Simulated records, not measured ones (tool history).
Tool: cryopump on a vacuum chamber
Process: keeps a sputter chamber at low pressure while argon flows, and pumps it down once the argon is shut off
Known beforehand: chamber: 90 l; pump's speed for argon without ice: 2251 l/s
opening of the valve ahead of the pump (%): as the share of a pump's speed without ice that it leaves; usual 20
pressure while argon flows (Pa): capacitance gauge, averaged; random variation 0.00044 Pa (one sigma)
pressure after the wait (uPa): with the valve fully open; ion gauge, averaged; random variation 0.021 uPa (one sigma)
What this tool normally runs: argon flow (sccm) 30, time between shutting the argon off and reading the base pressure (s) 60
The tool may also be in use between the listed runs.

run	hour	argon flow (sccm)	time between shutting the argon off and reading the base pressure (s)	opening of the valve ahead of the pump (%)	pressure while argon flows (Pa)	pressure after the wait (uPa)
1	0	30	60	20	0.1148	1.02
2	45.8	39	60	20	0.1482	1.02
3	77.5	39	60	20	0.1488	0.99
4	120.5	30	60	20	0.1148	1.01
5	151.6	59	60	20	0.2262	0.99
6	193.4	30	39	20	0.1142	1.16
7	235.2	30	39	20	0.1151	1.23
8	265.7	24	60	20	0.0921	1.07
9	307.1	24	60	20	0.0923	1.06
10	333.7	30	60	20	0.1154	1.12
11	380.1	14	60	20	0.0532	1.07
12	414.9	30	40	20	0.1154	1.3
13	460.1	30	40	20	0.116	1.3
14	495.9	30	40	20	0.1166	1.27
15	542.2	30	40	20	0.1165	1.29
16	593.5	30	60	20	0.1165	1.1
17	642.7	30	60	20	0.1175	1.16
18	674.5	30	60	20	0.1168	1.2
19	704.4	26	44	19	0.1061	1.31
20	743.9	26	44	21	0.0974	1.28
# hour 764.5: pump warmed up, emptied and cooled again
21	790.7	30	21	21	0.108	1.78
22	827.1	21	60	20	0.079	1.05
23	866.2	58	60	18	0.2432	1.07
24	907.3	15	60	20	0.0565	1.09
25	935.6	44	105	20	0.1671	0.89
26	967.8	22	83	54	0.0314	1.02
27	1018.2	51	60	20	0.1929	1.09
28	1045.8	30	35	49	0.0471	1.41
29	1076.2	17	56	37	0.0351	1.16
30	1120.5	17	60	20	0.0644	1.16
31	1145.8	30	60	59	0.0397	1.17
32	1175.7	18	273	20	0.0687	0.91
33	1225.5	12	137	20	0.0464	0.99

Forecast each of these 3 alternatives for the next run:
A	1271	12	185	20	?	?
B	1271	12	137	20	?	?
C	1271	30	171	21	?	?

run	pressure while argon flows (Pa)	pressure after the wait (uPa)
A	0.0458	0.95
B	0.0455	1.01
C	0.1095	0.97
With no hidden state in the tool, these same runs would have given:
run	pressure while argon flows (Pa)	pressure after the wait (uPa)
A	0.045	0.26
B	0.0447	0.31
C	0.1074	0.28

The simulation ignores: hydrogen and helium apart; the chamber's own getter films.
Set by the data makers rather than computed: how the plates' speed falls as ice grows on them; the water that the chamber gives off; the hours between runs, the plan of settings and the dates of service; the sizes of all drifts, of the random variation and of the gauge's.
